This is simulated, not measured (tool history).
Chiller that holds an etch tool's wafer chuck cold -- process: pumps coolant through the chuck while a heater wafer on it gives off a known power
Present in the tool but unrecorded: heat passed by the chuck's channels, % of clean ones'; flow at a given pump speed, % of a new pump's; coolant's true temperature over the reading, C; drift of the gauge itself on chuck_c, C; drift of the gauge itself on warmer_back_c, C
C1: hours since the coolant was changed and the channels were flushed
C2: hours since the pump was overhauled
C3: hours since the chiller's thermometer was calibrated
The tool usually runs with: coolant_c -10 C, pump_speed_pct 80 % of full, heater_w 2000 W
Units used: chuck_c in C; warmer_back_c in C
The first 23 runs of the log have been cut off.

Run 24, hour 807.9: usual settings but coolant_c -15 C, pump_speed_pct 64 % of full, heater_w 1886 W; C1 4369; C2 1922; C3 1922. Result: chuck_c 15.6 C, warmer_back_c 8.67 C.
Run 25, hour 835.6: usual settings but coolant_c -15 C, pump_speed_pct 60 % of full, heater_w 2917 W; C1 4397; C2 1950; C3 1950. Result: chuck_c 34.4 C, warmer_back_c 14.56 C.
Run 26, hour 864.5: usual settings but coolant_c -6 C, pump_speed_pct 94 % of full; C1 4426; C2 1979; C3 1979. Result: chuck_c 18.7 C, warmer_back_c 6.09 C.
Run 27, hour 900.2: usual settings but coolant_c -6 C, pump_speed_pct 94 % of full; C1 4461; C2 2015; C3 2015. Result: chuck_c 18.7 C, warmer_back_c 6.13 C.
Run 28, hour 943.1: usual settings but coolant_c -15 C, pump_speed_pct 98 % of full, heater_w 2197 W; C1 4504; C2 2057; C3 2057. Result: chuck_c 11.3 C, warmer_back_c 6.42 C.
Run 29, hour 970.5: usual settings but pump_speed_pct 85 % of full; C1 4532; C2 2085; C3 2085. Result: chuck_c 16.6 C, warmer_back_c 6.79 C.
Run 30, hour 1000.6: usual settings but pump_speed_pct 64 % of full, heater_w 1484 W; C1 4562; C2 2115; C3 2115. Result: chuck_c 14.2 C, warmer_back_c 6.99 C.
Run 31, hour 1023.4: usual settings but coolant_c -9 C, pump_speed_pct 63 % of full, heater_w 1484 W; C1 4585; C2 2138; C3 2138. Result: chuck_c 15.5 C, warmer_back_c 7 C.
Run 32, hour 1064.5: usual settings but coolant_c -14 C, pump_speed_pct 94 % of full, heater_w 1796 W; C1 4626; C2 2179; C3 2179. Result: chuck_c 8.3 C, warmer_back_c 5.52 C.
Run 33, hour 1103.5: usual settings but coolant_c -14 C, pump_speed_pct 94 % of full, heater_w 1796 W; C1 4665; C2 2218; C3 2218. Result: chuck_c 8.3 C, warmer_back_c 5.48 C.

Each row is a separate what-if for the run after 33, all from the same tool condition, not one after another. Results?
Run A, hour 1140.1: usual settings but coolant_c -14 C, heater_w 1786 W; C1 4701; C2 2254; C3 2254. Result: chuck_c ?, warmer_back_c ?.
Run B, hour 1140.1: usual settings but coolant_c -6 C, pump_speed_pct 79 % of full, heater_w 2895 W; C1 4701; C2 2254; C3 2254. Result: chuck_c ?, warmer_back_c ?.
Run C, hour 1140.1: usual settings but coolant_c -2 C, pump_speed_pct 82 % of full, heater_w 1796 W; C1 4701; C2 2254; C3 2254. Result: chuck_c ?, warmer_back_c ?.

run  chuck_c  warmer_back_c
  A     10.8           6.58
  B     34.8          10.73
  C     22.5            6.4
With the hidden condition removed and each run's random variation left untouched, the same runs would have given:
run  chuck_c  warmer_back_c
  A      7.7           6.38
  B     29.6          10.39
  C     19.5            6.2
